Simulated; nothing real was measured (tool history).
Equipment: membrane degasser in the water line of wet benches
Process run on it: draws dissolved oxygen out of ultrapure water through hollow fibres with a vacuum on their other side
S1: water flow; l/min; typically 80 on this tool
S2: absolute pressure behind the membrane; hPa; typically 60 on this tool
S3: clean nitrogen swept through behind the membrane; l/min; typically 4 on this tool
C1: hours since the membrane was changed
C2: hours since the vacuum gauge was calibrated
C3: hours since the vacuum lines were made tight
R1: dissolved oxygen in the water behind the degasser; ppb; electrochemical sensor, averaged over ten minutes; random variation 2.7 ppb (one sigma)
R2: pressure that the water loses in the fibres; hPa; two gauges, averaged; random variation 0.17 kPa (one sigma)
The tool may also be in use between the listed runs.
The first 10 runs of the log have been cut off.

run    hour   S1     S2    S3    C1    C2    C3     R1     R2
 11  1052.6   93     60     4  7340  4215  5162  434.9  344.4
 12  1150.6  110     60     4  7438  4313  5260  621.9    411
 13  1229.1   80     60     4  7517  4391  5339  317.3  297.7
 14  1315.7   80     60     4  7603  4478  5426  319.4  298.1
 15  1420.2   80     60     4  7708  4582  5530  320.4  298.3
 16    1564   80     60  1.74  7852  4726  5674  444.9  300.4
 17  1629.9   80   75.8  2.33  7917  4792  5740  497.3  298.2
 18  1741.9   80     60   6.6  8029  4904  5852  278.6    301
 19  1834.7   48   89.4  2.44  8122  4997  5945  282.9  179.7
 20  1976.2   80     60  7.84  8264  5138  6086  270.4  299.9
 21  2112.2   80  105.7     4  8400  5274  6222  504.8    301
 22  2228.8  118     60  8.62  8516  5391  6339  633.6  446.2
 23  2310.1  118     60  8.62  8598  5472  6420  619.7  444.2
 24  2454.1   62   70.6  3.82  8742  5616  6564  229.5  235.7
 25  2529.6   62   70.6  3.82  8817  5692  6639  232.1  228.6
     2540.3  -- vacuum gauge calibrated
 26  2624.4   71   38.5  3.29  8911    84  6734  171.2  269.4
 27  2748.9   75     60  3.89  9036   209  6858  283.6  284.7
 28  2843.5   75     60  3.89  9131   303  6953  286.8  287.4
 29  2988.5   98   54.5     4  9276   448  7098  460.4  367.4
 30  3110.1   99   82.1  3.36  9397   570  7219  651.3    376
 31  3178.3   99   82.1  3.36  9465   638  7288  653.3  375.8
 32  3245.7   99   82.1  3.36  9533   705  7355  642.5  375.8

Below are 3 alternative next runs, each starting from the tool's condition after run 32. Predict each:
  A  3384.1   80     60  11.2  9671  844  7493   ?   ?
  B  3384.1   80  116.5     4  9671  844  7493   ?   ?
  C  3384.1  114   82.1  7.67  9671  844  7493   ?   ?

run     R1     R2
  A  257.7  305.1
  B  548.2  306.8
  C  675.2    433
Without the tool's hidden state the same runs would have given:
run     R1     R2
  A  192.1  276.8
  B  486.9  278.5
  C  550.5  392.9
